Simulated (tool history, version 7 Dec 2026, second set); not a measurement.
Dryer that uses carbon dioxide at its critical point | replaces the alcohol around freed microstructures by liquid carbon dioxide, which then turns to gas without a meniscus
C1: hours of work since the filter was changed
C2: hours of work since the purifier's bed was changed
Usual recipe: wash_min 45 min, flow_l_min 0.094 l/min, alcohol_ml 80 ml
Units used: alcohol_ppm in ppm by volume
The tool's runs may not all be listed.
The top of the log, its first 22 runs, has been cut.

run 23 hour=595.6 | wash_min=52 flow_l_min=0.1514 alcohol_ml=68 | C1=305 C2=706 | alcohol_ppm=71
run 24 hour=630.7 | wash_min=52 flow_l_min=0.1514 alcohol_ml=68 | C1=320 C2=720 | alcohol_ppm=83
run 25 hour=660 | wash_min=52 flow_l_min=0.1514 alcohol_ml=68 | C1=332 C2=733 | alcohol_ppm=78
run 26 hour=679.8 | wash_min=52 flow_l_min=0.1431 alcohol_ml=48 | C1=341 C2=741 | alcohol_ppm=80
run 27 hour=695.8 | wash_min=52 flow_l_min=0.1431 alcohol_ml=48 | C1=347 C2=748 | alcohol_ppm=78
run 28 hour=714.9 | wash_min=52 flow_l_min=0.1431 alcohol_ml=48 | C1=356 C2=756 | alcohol_ppm=78
run 29 hour=730.5 | wash_min=45 flow_l_min=0.094 alcohol_ml=58 | C1=362 C2=762 | alcohol_ppm=353
run 30 hour=752.2 | wash_min=45 flow_l_min=0.0892 alcohol_ml=38 | C1=371 C2=772 | alcohol_ppm=330
run 31 hour=787.2 | wash_min=64 flow_l_min=0.1183 alcohol_ml=28 | C1=386 C2=786 | alcohol_ppm=77

3 ways to go on from here, each from the tool as it stands after run 31. What would each give?
run A hour=801.7 | wash_min=41 flow_l_min=0.1038 alcohol_ml=80 | C1=392 C2=792 | alcohol_ppm=?
run B hour=801.7 | wash_min=38 flow_l_min=0.094 alcohol_ml=94 | C1=392 C2=792 | alcohol_ppm=?
run C hour=801.7 | wash_min=58 flow_l_min=0.0813 alcohol_ml=89 | C1=392 C2=792 | alcohol_ppm=?

run=A alcohol_ppm=441
run=B alcohol_ppm=1237
run=C alcohol_ppm=313
Had the tool no hidden state, the same runs would have come out as:
run=A alcohol_ppm=267
run=B alcohol_ppm=891
run=C alcohol_ppm=170
